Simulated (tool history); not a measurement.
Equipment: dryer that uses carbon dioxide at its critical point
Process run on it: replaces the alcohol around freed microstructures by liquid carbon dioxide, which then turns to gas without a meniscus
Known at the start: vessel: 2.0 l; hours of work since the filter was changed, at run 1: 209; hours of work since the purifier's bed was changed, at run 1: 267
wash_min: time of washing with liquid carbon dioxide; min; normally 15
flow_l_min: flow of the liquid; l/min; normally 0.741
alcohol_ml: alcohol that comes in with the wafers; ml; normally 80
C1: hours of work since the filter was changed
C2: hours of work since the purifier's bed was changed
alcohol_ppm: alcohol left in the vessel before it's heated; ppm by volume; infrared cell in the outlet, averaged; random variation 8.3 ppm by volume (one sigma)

Run 1, hour 0: usual settings; C1 209; C2 267. Result: alcohol_ppm 657 ppm by volume.
Run 2, hour 7.3: usual settings but alcohol_ml 54 ml; C1 212; C2 270. Result: alcohol_ppm 479 ppm by volume.
Run 3, hour 16.5: usual settings; C1 215; C2 273. Result: alcohol_ppm 646 ppm by volume.
Run 4, hour 26: usual settings; C1 219; C2 277. Result: alcohol_ppm 666 ppm by volume.
Run 5, hour 34: usual settings but alcohol_ml 35 ml; C1 222; C2 280. Result: alcohol_ppm 349 ppm by volume.
Run 6, hour 50.7: usual settings but flow_l_min 0.725 l/min; C1 229; C2 287. Result: alcohol_ppm 724 ppm by volume.
Run 7, hour 59.5: usual settings but flow_l_min 1.135 l/min; C1 232; C2 290. Result: alcohol_ppm 164 ppm by volume.
Run 8, hour 75.7: usual settings but flow_l_min 1.135 l/min; C1 239; C2 296. Result: alcohol_ppm 172 ppm by volume.
Run 9, hour 90.1: usual settings but alcohol_ml 31 ml; C1 244; C2 302. Result: alcohol_ppm 317 ppm by volume.
Run 10, hour 105.4: usual settings but alcohol_ml 31 ml; C1 250; C2 308. Result: alcohol_ppm 315 ppm by volume.
Run 11, hour 114: usual settings but alcohol_ml 44 ml; C1 254; C2 311. Result: alcohol_ppm 438 ppm by volume.
Run 12, hour 128.3: usual settings; C1 259; C2 317. Result: alcohol_ppm 705 ppm by volume.
Run 13, hour 141.4: usual settings but flow_l_min 0.546 l/min; C1 264; C2 322. Result: alcohol_ppm 1826 ppm by volume.
Run 14, hour 153.9: usual settings but alcohol_ml 44 ml; C1 269; C2 327. Result: alcohol_ppm 434 ppm by volume.
Run 15, hour 169.6: usual settings but alcohol_ml 44 ml; C1 275; C2 333. Result: alcohol_ppm 439 ppm by volume.
Run 16, hour 185: usual settings but flow_l_min 0.558 l/min; C1 281; C2 339. Result: alcohol_ppm 1742 ppm by volume.
Run 17, hour 192.7: usual settings but flow_l_min 0.558 l/min; C1 284; C2 342. Result: alcohol_ppm 1766 ppm by volume.
Run 18, hour 202.7: usual settings but flow_l_min 0.558 l/min; C1 288; C2 346. Result: alcohol_ppm 1799 ppm by volume.
Run 19, hour 217.5: usual settings; C1 294; C2 352. Result: alcohol_ppm 738 ppm by volume.
Run 20, hour 230.3: usual settings; C1 299; C2 357. Result: alcohol_ppm 739 ppm by volume.
Run 21, hour 243.4: usual settings; C1 304; C2 362. Result: alcohol_ppm 756 ppm by volume.
Run 22, hour 250.7: usual settings but flow_l_min 0.678 l/min; C1 307; C2 365. Result: alcohol_ppm 1007 ppm by volume.
Run 23, hour 257.5: usual settings; C1 310; C2 368. Result: alcohol_ppm 772 ppm by volume.
Run 24, hour 266.8: usual settings; C1 313; C2 371. Result: alcohol_ppm 768 ppm by volume.
Run 25, hour 278.3: usual settings but wash_min 23 min, flow_l_min 0.602 l/min, alcohol_ml 37 ml; C1 318; C2 376. Result: alcohol_ppm 214 ppm by volume.
Run 26, hour 286.7: usual settings but wash_min 22 min, flow_l_min 1.07 l/min; C1 321; C2 379. Result: alcohol_ppm 117 ppm by volume.
Run 27, hour 303.7: usual settings but wash_min 14 min, flow_l_min 0.987 l/min, alcohol_ml 51 ml; C1 328; C2 386. Result: alcohol_ppm 286 ppm by volume.
Run 28, hour 310.9: usual settings but wash_min 10 min, flow_l_min 0.924 l/min, alcohol_ml 52 ml; C1 331; C2 388. Result: alcohol_ppm 1021 ppm by volume.
Run 29, hour 321.9: usual settings but wash_min 18 min, flow_l_min 0.554 l/min, alcohol_ml 37 ml; C1 335; C2 393. Result: alcohol_ppm 553 ppm by volume.
Run 30, hour 339: usual settings but wash_min 18 min, flow_l_min 0.554 l/min, alcohol_ml 37 ml; C1 342; C2 399. Result: alcohol_ppm 563 ppm by volume.
Run 31, hour 353.4: usual settings but wash_min 18 min, flow_l_min 0.554 l/min, alcohol_ml 67 ml; C1 347; C2 405. Result: alcohol_ppm 925 ppm by volume.
Run 32, hour 364.3: usual settings but wash_min 16 min, flow_l_min 0.491 l/min, alcohol_ml 67 ml; C1 352; C2 409. Result: alcohol_ppm 1878 ppm by volume.
Run 33, hour 379: usual settings but wash_min 10 min, flow_l_min 0.491 l/min, alcohol_ml 45 ml; C1 357; C2 415. Result: alcohol_ppm 3658 ppm by volume.
Run 34, hour 391.6: usual settings but wash_min 10 min, flow_l_min 0.491 l/min, alcohol_ml 45 ml; C1 362; C2 420. Result: alcohol_ppm 3641 ppm by volume.
Run 35, hour 403.4: usual settings but wash_min 10 min, flow_l_min 0.655 l/min, alcohol_ml 65 ml; C1 367; C2 425. Result: alcohol_ppm 3010 ppm by volume.
Run 36, hour 418.6: usual settings but wash_min 11 min, flow_l_min 0.658 l/min, alcohol_ml 65 ml; C1 373; C2 431. Result: alcohol_ppm 2446 ppm by volume.
Run 37, hour 433.5: usual settings but wash_min 11 min, flow_l_min 0.658 l/min, alcohol_ml 65 ml; C1 379; C2 436. Result: alcohol_ppm 2394 ppm by volume.
Run 38, hour 443.8: usual settings but wash_min 24 min, flow_l_min 0.478 l/min, alcohol_ml 57 ml; C1 383; C2 440. Result: alcohol_ppm 524 ppm by volume.
Run 39, hour 455.4: usual settings but wash_min 20 min, flow_l_min 0.8 l/min, alcohol_ml 48 ml; C1 387; C2 445. Result: alcohol_ppm 222 ppm by volume.
Run 40, hour 463.2: usual settings but wash_min 20 min, flow_l_min 1.231 l/min, alcohol_ml 51 ml; C1 390; C2 448. Result: alcohol_ppm 134 ppm by volume.
Run 41, hour 470.2: usual settings but flow_l_min 0.934 l/min, alcohol_ml 56 ml; C1 393; C2 451. Result: alcohol_ppm 339 ppm by volume.
Run 42, hour 483.9: usual settings but flow_l_min 0.733 l/min; C1 398; C2 456. Result: alcohol_ppm 879 ppm by volume.
At hour 499.3: inlet filter changed.
Run 43, hour 499.6: usual settings but wash_min 11 min, flow_l_min 1.098 l/min, alcohol_ml 30 ml; C1 0; C2 462. Result: alcohol_ppm 258 ppm by volume.
Run 44, hour 515.9: usual settings but wash_min 17 min, flow_l_min 0.622 l/min, alcohol_ml 35 ml; C1 7; C2 468. Result: alcohol_ppm 357 ppm by volume.
Run 45, hour 523.1: usual settings but flow_l_min 0.646 l/min, alcohol_ml 35 ml; C1 9; C2 471. Result: alcohol_ppm 461 ppm by volume.
Run 46, hour 532.7: usual settings but flow_l_min 1.204 l/min, alcohol_ml 35 ml; C1 13; C2 475. Result: alcohol_ppm 159 ppm by volume.
Run 47, hour 546.5: usual settings but wash_min 21 min, flow_l_min 1.071 l/min, alcohol_ml 20 ml; C1 18; C2 480. Result: alcohol_ppm 138 ppm by volume.

Here are 4 independent what-if runs from the current tool condition. What would each one return?
Run A, hour 563.5: usual settings but wash_min 14 min, flow_l_min 0.683 l/min, alcohol_ml 31 ml; C1 25; C2 487. Result: alcohol_ppm ?.
Run B, hour 563.5: usual settings but wash_min 13 min, flow_l_min 1.071 l/min, alcohol_ml 48 ml; C1 25; C2 487. Result: alcohol_ppm ?.
Run C, hour 563.5: usual settings but wash_min 16 min, flow_l_min 0.746 l/min, alcohol_ml 24 ml; C1 25; C2 487. Result: alcohol_ppm ?.
Run D, hour 563.5: usual settings but wash_min 22 min, flow_l_min 0.45 l/min, alcohol_ml 109 ml; C1 25; C2 487. Result: alcohol_ppm ?.

run  alcohol_ppm
  A          468
  B          246
  C          244
  D         1053
The same runs, with their run-to-run variation unchanged, on a tool lacking any hidden condition would have given:
run  alcohol_ppm
  A          320
  B          101
  C          102
  D          881
